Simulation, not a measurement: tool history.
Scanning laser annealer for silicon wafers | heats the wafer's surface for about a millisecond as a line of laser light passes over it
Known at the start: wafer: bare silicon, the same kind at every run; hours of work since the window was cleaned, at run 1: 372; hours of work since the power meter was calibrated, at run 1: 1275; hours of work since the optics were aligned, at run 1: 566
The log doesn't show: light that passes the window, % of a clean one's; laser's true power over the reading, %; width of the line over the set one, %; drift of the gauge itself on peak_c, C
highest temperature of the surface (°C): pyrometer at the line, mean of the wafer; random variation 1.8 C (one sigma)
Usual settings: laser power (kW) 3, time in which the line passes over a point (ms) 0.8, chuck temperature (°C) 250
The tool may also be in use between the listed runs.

run,hour,laser power (kW),time in which the line passes over a point (ms),chuck temperature (°C),hours of work since the window was cleaned,hours of work since the power meter was calibrated,hours of work since the optics were aligned,highest temperature of the surface (°C)
1,0,3,0.8,250,372,1275,566,1053
2,67.2,3,0.929,250,417,1320,611,1129
3,137.6,3,0.929,250,464,1367,658,1123
4,216.1,3,0.8,250,516,1419,711,1049
# hour 222: window over the wafer cleaned
5,250.3,3,0.8,250,19,1441,732,1073
6,285.5,3,0.8,250,42,1464,756,1068
7,331.1,3,0.8,250,73,1495,787,1068
8,375.5,3,0.8,264,103,1524,816,1079
9,438.2,3,0.8,264,145,1566,858,1073
10,504.7,3,0.8,264,189,1611,903,1073
# hour 536.6: optics aligned, line set to its width
11,552.6,3,0.8,264,218,1639,11,1088
12,619.6,3,0.8,264,262,1684,55,1084
13,660.8,3,0.8,264,290,1712,83,1088
14,700,3,0.567,264,316,1738,109,940
15,757.4,3,0.8,229,355,1776,148,1045
16,792.6,3,0.8,229,378,1800,171,1042
17,845.4,3,0.8,229,413,1835,206,1041
18,885.7,3,0.8,229,440,1862,233,1042
19,925.5,3,0.8,229,467,1889,260,1042
20,967.5,3,0.8,250,495,1917,288,1059
# hour 1002.3: window over the wafer cleaned
21,1031.8,3.018,0.8,250,20,1958,330,1083
22,1074.3,2.853,0.8,235,48,1987,358,1010
23,1116.1,2.853,0.8,235,76,2015,386,1010
24,1163.2,2.853,0.8,235,108,2046,418,1005
# hour 1170.9: laser's power meter calibrated
25,1217,2.853,0.8,235,142,31,452,1008
26,1262,2.853,0.8,235,172,61,482,1005
# hour 1284.5: laser's power meter calibrated, once more
27,1323.1,3.07,0.8,236,210,26,521,1077
28,1360.4,3,0.652,278,235,51,545,1005
29,1399.7,3.198,0.912,250,262,77,572,1199
30,1452.2,3.172,0.8,250,297,112,607,1119
31,1494.7,2.738,0.94,273,325,141,635,1066
32,1565.5,2.738,0.585,220,373,188,683,828
33,1642.7,3.058,0.692,257,424,240,734,1017
34,1711.2,3.056,0.74,274,470,285,780,1061
35,1761.1,3.059,0.74,247,503,319,813,1031
# hour 1788.9: window over the wafer cleaned
36,1836.5,3,0.591,240,32,368,862,934
37,1880.1,3,0.591,240,61,397,892,932
# hour 1930.7: optics aligned, line set to its width
38,1940.8,3,0.591,240,98,434,7,946
39,2000.2,3,0.8,290,138,474,46,1118

Measured less the same run without the tool's hidden state. The same run-to-run variation is in both; the gauge's scatter may not be:
run,highest temperature of the surface (°C)
1,-25
2,-30
3,-34
4,-34
5,-12
6,-14
7,-16
8,-18
9,-20
10,-23
11,-7
12,-10
13,-12
14,-12
15,-15
16,-17
17,-19
18,-21
19,-22
20,-24
21,-4
22,-5
23,-7
24,-9
25,-8
26,-10
27,-16
28,-15
29,-22
30,-22
31,-22
32,-19
33,-26
34,-30
35,-32
36,-11
37,-12
38,+0
39,-1
